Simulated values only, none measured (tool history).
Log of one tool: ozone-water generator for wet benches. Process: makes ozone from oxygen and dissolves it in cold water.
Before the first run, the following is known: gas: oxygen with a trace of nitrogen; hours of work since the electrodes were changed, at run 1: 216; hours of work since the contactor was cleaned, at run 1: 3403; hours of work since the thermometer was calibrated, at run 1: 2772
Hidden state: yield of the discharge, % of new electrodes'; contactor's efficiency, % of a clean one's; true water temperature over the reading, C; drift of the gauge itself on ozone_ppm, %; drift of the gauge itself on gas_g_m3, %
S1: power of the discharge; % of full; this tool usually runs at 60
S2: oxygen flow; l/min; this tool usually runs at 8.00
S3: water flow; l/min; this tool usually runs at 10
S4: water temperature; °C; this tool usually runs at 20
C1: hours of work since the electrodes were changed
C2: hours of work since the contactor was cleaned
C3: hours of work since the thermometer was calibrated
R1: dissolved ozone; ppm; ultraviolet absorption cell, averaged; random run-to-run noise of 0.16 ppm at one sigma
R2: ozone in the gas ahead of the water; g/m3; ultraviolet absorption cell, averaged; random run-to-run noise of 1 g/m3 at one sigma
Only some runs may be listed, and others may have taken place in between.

run     day  S1     S2  S3  S4   C1    C2    C3    R1     R2
  1   0.000  60   8.00  10  20  216  3403  2772  21.8  173.1
  2   1.025  60   8.00  12  20  233  3420  2789  19.2  170.9
  3   2.146  69   8.00  12  20  251  3439  2808  21.3  193.4
  4   2.804  69  11.05  12  20  262  3450  2819  19.8  167.8
  5   3.842  60   8.00  10  20  280  3467  2836  21.9  174.1
  6   4.729  60   8.00  10  20  295  3482  2851  21.6  172.3
  7   5.458  60  11.19  10  20  307  3494  2863  19.6  146.3
  8   6.550  60   8.00   6  20  325  3512  2882  29.4  174.6
  9   7.712  60   8.00   6  14  344  3532  2901  34.6  175.9
 10   8.712  60   8.00  10  20  361  3548  2918  21.9  176.4
 11   9.521  60   8.00  10  20  375  3562  2931  21.6  176.2
 12  10.675  60   8.00  10  20  394  3581  2950  21.9  174.5
 13  12.196  88   8.00  10  20  419  3607  2976  29.8  240.4
 14  13.704  88   8.00  10  20  444  3632  3001  29.7  242.0
 15  14.683  88   8.00  10  20  461  3648  3017  30.1  247.0
 16  16.096  88   8.00  10  27  484  3672  3041  25.1  242.3
 17  16.912  88   8.00  10  27  498  3685  3055  25.4  241.7
 18  17.688  60   8.00  10  17  511  3698  3068  23.2  177.8
 19  19.204  60   8.00   7  20  536  3724  3093  27.4  178.2
     19.467  -- gauge calibrated
 20  20.696  60   8.00   6  20  561  3748  3118  29.8  173.4
 21  21.800  60   8.00   6  20  579  3767  3136  29.3  172.8
 22  23.083  97   6.90   6  13  601  3788  3158  54.6  276.7
 23  24.033  97   6.90   6  13  617  3804  3173  54.1  277.4
 24  25.571  97   6.90   6  13  642  3830  3199  55.1  277.2
 25  26.296  46   8.00   7  20  655  3842  3211  21.8  140.4
 26  27.567  60   8.00   9  24  676  3863  3232  21.1  174.8
 27  28.642  60   8.00   9  24  694  3881  3250  21.3  174.3
 28  30.188  60   8.00  13  13  720  3907  3276  20.6  174.8
 29  31.762  60   8.00   8  13  746  3933  3302  29.5  176.7
 30  32.483  49   8.00  10  15  758  3945  3315  20.6  150.2
 31  33.642  49   8.00  10  15  777  3965  3334  20.7  149.2
 32  34.662  49   8.00  10  15  794  3982  3351  20.5  148.4
 33  36.192  80   8.00  10  20  820  4007  3376  27.4  224.9
 34  37.158  60   6.17  10  20  836  4023  3393  23.0  200.7

Here are 3 independent what-if runs from the current tool condition. What would each one return?
  A  37.942  51  6.17  10  16  849  4036  3406   ?   ?
  B  37.942  84  8.00   7  20  849  4036  3406   ?   ?
  C  37.942  63  6.17  10  20  849  4036  3406   ?   ?

run    R1     R2
  A  21.8  177.1
  B  35.6  234.0
  C  23.9  209.5
Without the tool's hidden state the same runs would have given:
run    R1     R2
  A  21.8  172.3
  B  35.6  227.7
  C  23.9  203.8
